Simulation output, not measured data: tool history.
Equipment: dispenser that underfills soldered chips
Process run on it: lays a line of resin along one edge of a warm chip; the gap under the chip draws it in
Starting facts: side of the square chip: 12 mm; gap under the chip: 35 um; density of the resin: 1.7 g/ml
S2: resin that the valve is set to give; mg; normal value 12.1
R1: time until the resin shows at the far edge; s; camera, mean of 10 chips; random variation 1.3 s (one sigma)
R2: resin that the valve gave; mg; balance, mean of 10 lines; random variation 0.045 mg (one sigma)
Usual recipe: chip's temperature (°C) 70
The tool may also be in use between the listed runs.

Run 1, hour 0: usual settings. Result: R1 176.1 s, R2 11.35 mg.
At hour 2.7: new syringe of resin.
Run 2, hour 2.9: usual settings but S2 14.2 mg. Result: R1 128.2 s, R2 13.33 mg.
Run 3, hour 8.6: usual settings but S2 14.2 mg. Result: R1 169.1 s, R2 13.29 mg.
At hour 11.7: new syringe of resin.
Run 4, hour 13.3: usual settings but S2 14.2 mg. Result: R1 136.7 s, R2 13.23 mg.
At hour 15.2: dispensing valve cleaned and set on the balance.
Run 5, hour 16.9: usual settings but S2 14 mg. Result: R1 152.5 s, R2 13.99 mg.
Run 6, hour 20.6: usual settings but S2 14 mg. Result: R1 181.4 s, R2 13.86 mg.
At hour 21.8: new syringe of resin.
Run 7, hour 26.8: usual settings but S2 13.2 mg. Result: R1 162.3 s, R2 13.11 mg.
At hour 31.1: new syringe of resin.
Run 8, hour 32.5: usual settings but S2 13.2 mg. Result: R1 131.6 s, R2 12.99 mg.
Run 9, hour 35.6: usual settings but S2 13.2 mg. Result: R1 156.7 s, R2 13.07 mg.
At hour 40.5: new syringe of resin.
Run 10, hour 42.2: usual settings but S2 13.2 mg. Result: R1 141.1 s, R2 12.94 mg.
Run 11, hour 47.8: usual settings but S2 13.2 mg. Result: R1 182.7 s, R2 12.86 mg.
At hour 49.4: new syringe of resin.
Run 12, hour 54.2: usual settings but S2 13.2 mg. Result: R1 159.8 s, R2 12.75 mg.
Run 13, hour 57.8: usual settings but chip's temperature (°C) 82. Result: R1 124.5 s, R2 11.73 mg.
At hour 58.6: new syringe of resin.
Run 14, hour 63.6: usual settings but chip's temperature (°C) 79. Result: R1 118.9 s, R2 11.62 mg.
At hour 68: new syringe of resin.
Run 15, hour 68.5: usual settings but chip's temperature (°C) 79. Result: R1 95.1 s, R2 11.69 mg.
Run 16, hour 72.1: usual settings but chip's temperature (°C) 79. Result: R1 111.9 s, R2 11.62 mg.
At hour 77: new syringe of resin.
Run 17, hour 77: usual settings but chip's temperature (°C) 79. Result: R1 93.7 s, R2 11.73 mg.
Run 18, hour 82: usual settings but chip's temperature (°C) 85. Result: R1 95.9 s, R2 11.52 mg.
At hour 86: new syringe of resin.
Run 19, hour 86: usual settings but chip's temperature (°C) 71, S2 11.2 mg. Result: R1 130.3 s, R2 10.74 mg.
Run 20, hour 92.1: usual settings but chip's temperature (°C) 82, S2 15.6 mg. Result: R1 110.3 s, R2 14.86 mg.
At hour 95.1: new syringe of resin.
Run 21, hour 97.7: usual settings but chip's temperature (°C) 73, S2 14.9 mg. Result: R1 127.1 s, R2 14.23 mg.
Run 22, hour 103.7: usual settings but chip's temperature (°C) 79, S2 11.7 mg. Result: R1 143.2 s, R2 11.1 mg.
At hour 104.6: new syringe of resin.
Run 23, hour 109.4: usual settings but chip's temperature (°C) 79, S2 11.7 mg. Result: R1 121 s, R2 10.99 mg.
At hour 113.6: new syringe of resin.
Run 24, hour 115.3: usual settings but chip's temperature (°C) 79, S2 11.7 mg. Result: R1 103.5 s, R2 10.98 mg.
Run 25, hour 118.4: usual settings but chip's temperature (°C) 84, S2 11.8 mg. Result: R1 99.5 s, R2 11.07 mg.
Run 26, hour 121.4: usual settings but chip's temperature (°C) 68, S2 14.8 mg. Result: R1 200.8 s, R2 13.81 mg.
At hour 122.8: new syringe of resin.
Run 27, hour 127.1: usual settings but chip's temperature (°C) 68, S2 10.8 mg. Result: R1 179.7 s, R2 9.98 mg.
At hour 132.2: new syringe of resin.
Run 28, hour 132.7: usual settings but chip's temperature (°C) 58. Result: R1 215.4 s, R2 11.13 mg.
Run 29, hour 136: usual settings but chip's temperature (°C) 58. Result: R1 255.4 s, R2 11.22 mg.

Run 30 has not been measured yet. What should we expect?
At hour 141.3: new syringe of resin.
Run 30, hour 141.3: usual settings but chip's temperature (°C) 61, S2 11.7 mg. Result: R1 ?, R2 ?.

{"run 30": {"R1": 188.1, "R2": 10.75}}
With no hidden state in the tool, this same run would have given R1 176 s, R2 11.68 mg.
